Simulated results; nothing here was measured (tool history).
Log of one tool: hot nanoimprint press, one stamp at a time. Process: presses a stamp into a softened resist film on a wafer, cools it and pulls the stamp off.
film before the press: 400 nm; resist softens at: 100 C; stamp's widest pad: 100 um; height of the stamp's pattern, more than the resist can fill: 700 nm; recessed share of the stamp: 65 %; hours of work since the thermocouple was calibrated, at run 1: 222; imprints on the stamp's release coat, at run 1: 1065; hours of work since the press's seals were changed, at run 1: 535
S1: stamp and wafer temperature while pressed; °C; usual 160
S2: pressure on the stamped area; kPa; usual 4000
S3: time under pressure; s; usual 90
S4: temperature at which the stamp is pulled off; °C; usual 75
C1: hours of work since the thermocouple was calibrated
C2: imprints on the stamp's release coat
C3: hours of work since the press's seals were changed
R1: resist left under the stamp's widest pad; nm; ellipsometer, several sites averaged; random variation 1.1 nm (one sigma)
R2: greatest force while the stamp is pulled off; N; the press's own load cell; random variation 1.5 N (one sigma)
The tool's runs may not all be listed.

| run | day | S1 | S2 | S3 | S4 | C1 | C2 | C3 | R1 | R2 |
|---|---|---|---|---|---|---|---|---|---|---|
| 1 | 0.000 | 160 | 4000 | 90 | 75 | 222 | 1065 | 535 | 176.3 | 166 |
| 2 | 0.446 | 160 | 4000 | 90 | 75 | 229 | 1112 | 542 | 177.4 | 166 |
| 3 | 0.829 | 160 | 4000 | 90 | 75 | 235 | 1152 | 548 | 174.4 | 167 |
| 4 | 1.221 | 160 | 4000 | 106 | 75 | 241 | 1194 | 554 | 166.4 | 171 |
| 5 | 2.025 | 160 | 4000 | 90 | 75 | 253 | 1278 | 567 | 177.2 | 169 |
| 6 | 2.738 | 160 | 4000 | 90 | 75 | 264 | 1354 | 578 | 175.0 | 173 |
| 7 | 3.642 | 160 | 4000 | 90 | 75 | 278 | 1449 | 592 | 179.3 | 171 |
| 8 | 4.279 | 163 | 4000 | 90 | 75 | 288 | 1516 | 602 | 146.7 | 173 |
| 9 | 4.721 | 163 | 4000 | 90 | 75 | 295 | 1563 | 608 | 146.3 | 170 |
| 10 | 5.546 | 163 | 4000 | 90 | 75 | 308 | 1650 | 621 | 147.2 | 172 |
| 11 | 6.079 | 163 | 4000 | 90 | 75 | 316 | 1706 | 629 | 147.4 | 170 |
| 12 | 6.967 | 163 | 4000 | 90 | 75 | 330 | 1799 | 643 | 148.6 | 174 |
| 13 | 7.483 | 163 | 4000 | 90 | 75 | 338 | 1854 | 651 | 148.6 | 180 |
|  | 8.375 | stamp cleaned and given a new release coat |
| 14 | 8.525 | 163 | 4000 | 90 | 75 | 350 | 15 | 663 | 147.5 | 154 |
| 15 | 9.254 | 158 | 4000 | 64 | 80 | 361 | 92 | 675 | 227.5 | 142 |
|  | 9.421 | plate thermocouple calibrated |
| 16 | 10.012 | 160 | 3480 | 124 | 75 | 9 | 159 | 684 | 172.2 | 161 |
| 17 | 10.896 | 160 | 3480 | 124 | 75 | 23 | 252 | 698 | 172.7 | 160 |
| 18 | 11.467 | 151 | 4480 | 90 | 80 | 32 | 312 | 707 | 288.6 | 142 |
|  | 12.333 | plate thermocouple calibrated, once more |
| 19 | 12.479 | 151 | 4480 | 90 | 80 | 2 | 406 | 721 | 274.6 | 138 |
| 20 | 13.375 | 164 | 3370 | 150 | 75 | 16 | 500 | 735 | 115.8 | 158 |
| 21 | 13.829 | 160 | 3780 | 47 | 75 | 23 | 548 | 742 | 219.8 | 160 |
| 22 | 14.604 | 155 | 4000 | 90 | 81 | 35 | 630 | 754 | 232.8 | 140 |
| 23 | 15.350 | 160 | 4000 | 145 | 68 | 47 | 708 | 765 | 141.0 | 185 |
|  | 15.892 | press's hydraulic seals changed and the load cell set to zero |
| 24 | 16.575 | 148 | 4000 | 145 | 68 | 60 | 802 | 11 | 286.5 | 185 |
| 25 | 17.071 | 160 | 5040 | 90 | 63 | 68 | 855 | 18 | 154.0 | 203 |
| 26 | 17.717 | 160 | 5040 | 90 | 63 | 78 | 923 | 28 | 155.1 | 209 |
| 27 | 18.092 | 149 | 2930 | 81 | 63 | 84 | 962 | 34 | 335.8 | 208 |

4 ways to go on from here, each from the tool as it stands after run 27. What would each give?
| A | 18.746 | 171 | 3690 | 90 | 82 | 94 | 1031 | 44 | ? | ? |
| B | 18.746 | 162 | 3140 | 68 | 63 | 94 | 1031 | 44 | ? | ? |
| C | 18.746 | 157 | 2930 | 93 | 63 | 94 | 1031 | 44 | ? | ? |
| D | 18.746 | 158 | 2930 | 81 | 63 | 94 | 1031 | 44 | ? | ? |

| run | R1 | R2 |
|---|---|---|
| A | 87.7 | 139 |
| B | 185.3 | 207 |
| C | 229.6 | 208 |
| D | 226.7 | 208 |
Without the tool's hidden state the same runs would have given:
| run | R1 | R2 |
|---|---|---|
| A | 87.5 | 130 |
| B | 185.0 | 194 |
| C | 229.2 | 195 |
| D | 226.3 | 195 |

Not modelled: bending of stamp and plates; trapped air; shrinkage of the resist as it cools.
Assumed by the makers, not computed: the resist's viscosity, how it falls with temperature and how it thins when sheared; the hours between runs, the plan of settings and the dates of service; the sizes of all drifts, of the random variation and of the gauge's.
